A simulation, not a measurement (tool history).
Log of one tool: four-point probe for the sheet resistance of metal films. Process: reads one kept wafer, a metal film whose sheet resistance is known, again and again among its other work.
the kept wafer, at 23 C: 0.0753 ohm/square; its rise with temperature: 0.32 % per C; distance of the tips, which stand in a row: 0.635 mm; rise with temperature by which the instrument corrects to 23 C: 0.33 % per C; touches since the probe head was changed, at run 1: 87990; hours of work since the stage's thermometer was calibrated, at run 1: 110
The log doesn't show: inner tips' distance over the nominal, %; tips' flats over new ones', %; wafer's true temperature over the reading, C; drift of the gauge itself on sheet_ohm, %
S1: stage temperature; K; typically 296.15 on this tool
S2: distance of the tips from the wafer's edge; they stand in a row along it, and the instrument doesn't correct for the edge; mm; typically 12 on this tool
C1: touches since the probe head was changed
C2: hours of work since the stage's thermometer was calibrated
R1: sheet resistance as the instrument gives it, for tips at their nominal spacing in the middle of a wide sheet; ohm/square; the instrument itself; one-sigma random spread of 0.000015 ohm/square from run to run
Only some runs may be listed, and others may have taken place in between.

run    hour      S1  S2      C1   C2        R1
  1     0.0  296.15  12   87990  110  0.075294
  2    92.1  296.15  12   91347  149  0.075348
  3   182.3  296.15  12   94636  187  0.075330
  4   292.5  296.15   8   98653  234  0.075543
  5   429.0  296.15   8  103633  291  0.075552
  6   511.6  296.15   8  106642  326  0.075583
  7   642.4  301.15  12  111412  382  0.075429
  8   713.3  301.15  12  113996  411  0.075479
  9   817.4  301.15  12  117792  455  0.075443
 10   908.9  296.15  12  121128  494  0.075480
 11  1033.1  296.15  12  125657  547  0.075524
 12  1112.7  296.15  12  128560  580  0.075529
 13  1174.7  296.15  12  130821  607  0.075548
 14  1276.8  296.15  12  134543  650  0.075551
 15  1401.5  296.15  12  139090  702  0.075564
 16  1463.4  296.15  12  141345  728  0.075597
     1475.7  -- stage's thermometer calibrated
 17  1570.5  296.15  12  145235   40  0.075628
 18  1694.1  294.15   7  149739   92  0.075870
     1762.5  -- new probe head fitted
 19  1801.9  296.15   4    1437  137  0.076360
 20  1880.9  306.15  61    4317  171  0.075392
 21  2019.2  306.15  61    9359  229  0.075382
 22  2083.0  292.15  50   11684  256  0.075425
 23  2218.5  293.15  17   16624  314  0.075501
     2294.0  -- stage's thermometer calibrated, once more
 24  2300.2  292.15  11   19588    3  0.075576
 25  2368.9  298.15   7   22090   32  0.075754
 26  2449.8  298.15   7   25042   66  0.075772
 27  2567.3  298.15   7   29326  116  0.075791
 28  2695.3  298.15   7   33993  170  0.075826
 29  2798.3  299.15  14   37748  213  0.075567
 30  2913.7  308.15  63   41954  262  0.075545
 31  3001.7  291.15  50   45164  299  0.075555
 32  3109.5  297.15   5   49095  345  0.076220
 33  3253.7  296.15  50   54352  406  0.075615
 34  3366.4  296.15  50   58460  453  0.075617

Forecast each of these 4 alternatives for the next run:
  A  3434.4  292.15  66  60939  482   ?
  B  3434.4  306.15   8  60939  482   ?
  C  3434.4  296.15   3  60939  482   ?
  D  3434.4  300.15  35  60939  482   ?

run        R1
  A  0.075622
  B  0.075872
  C  0.077401
  D  0.075660
Without the tool's unlogged condition, the same runs would have read:
run        R1
  A  0.075284
  B  0.075535
  C  0.077056
  D  0.075323

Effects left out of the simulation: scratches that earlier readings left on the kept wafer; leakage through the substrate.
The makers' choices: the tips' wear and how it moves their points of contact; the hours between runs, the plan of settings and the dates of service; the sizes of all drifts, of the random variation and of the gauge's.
